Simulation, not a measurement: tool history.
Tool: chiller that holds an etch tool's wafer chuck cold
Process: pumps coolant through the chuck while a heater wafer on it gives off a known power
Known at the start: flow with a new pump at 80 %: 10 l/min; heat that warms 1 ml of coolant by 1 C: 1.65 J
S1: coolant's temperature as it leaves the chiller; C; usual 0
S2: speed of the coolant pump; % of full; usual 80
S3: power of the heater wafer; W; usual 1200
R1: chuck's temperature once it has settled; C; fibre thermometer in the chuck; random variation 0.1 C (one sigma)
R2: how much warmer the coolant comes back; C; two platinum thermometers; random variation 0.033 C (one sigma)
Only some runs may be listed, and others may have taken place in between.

Run 1, day 0: usual settings. Result: R1 8.1 C, R2 4.43 C.
Run 2, day 2.05: usual settings. Result: R1 8.2 C, R2 4.37 C.
Run 3, day 3.475: usual settings but S2 78 % of full. Result: R1 8.4 C, R2 4.43 C.
Run 4, day 5.475: usual settings but S2 78 % of full. Result: R1 8.3 C, R2 4.47 C.
Run 5, day 7.467: usual settings but S2 78 % of full. Result: R1 8.5 C, R2 4.51 C.
Run 6, day 10.575: usual settings but S2 90 % of full. Result: R1 7.5 C, R2 3.87 C.
Run 7, day 12.329: usual settings. Result: R1 8.1 C, R2 4.35 C.
Run 8, day 15.55: usual settings but S1 -6 C. Result: R1 2.5 C, R2 4.35 C.
Run 9, day 17.892: usual settings. Result: R1 8.3 C, R2 4.36 C.
Run 10, day 20.858: usual settings. Result: R1 8.3 C, R2 4.41 C.
Run 11, day 22.771: usual settings but S1 -7 C. Result: R1 1.4 C, R2 4.4 C.
Run 12, day 25.454: usual settings. Result: R1 8.4 C, R2 4.43 C.
Run 13, day 27.233: usual settings. Result: R1 8.3 C, R2 4.39 C.
Run 14, day 29.646: usual settings but S1 -4 C, S2 72 % of full, S3 661 W. Result: R1 1.1 C, R2 2.72 C.

Forecast run 15:
Run 15, day 32.783: usual settings but S1 -4 C, S2 72 % of full, S3 661 W. Result: R1 ?, R2 ?.

{"run 15": {"R1": 1.2, "R2": 2.68}}
Were there no unlogged condition in the tool, this run, its random variation unchanged, would have produced R1 0.9 C, R2 2.65 C.
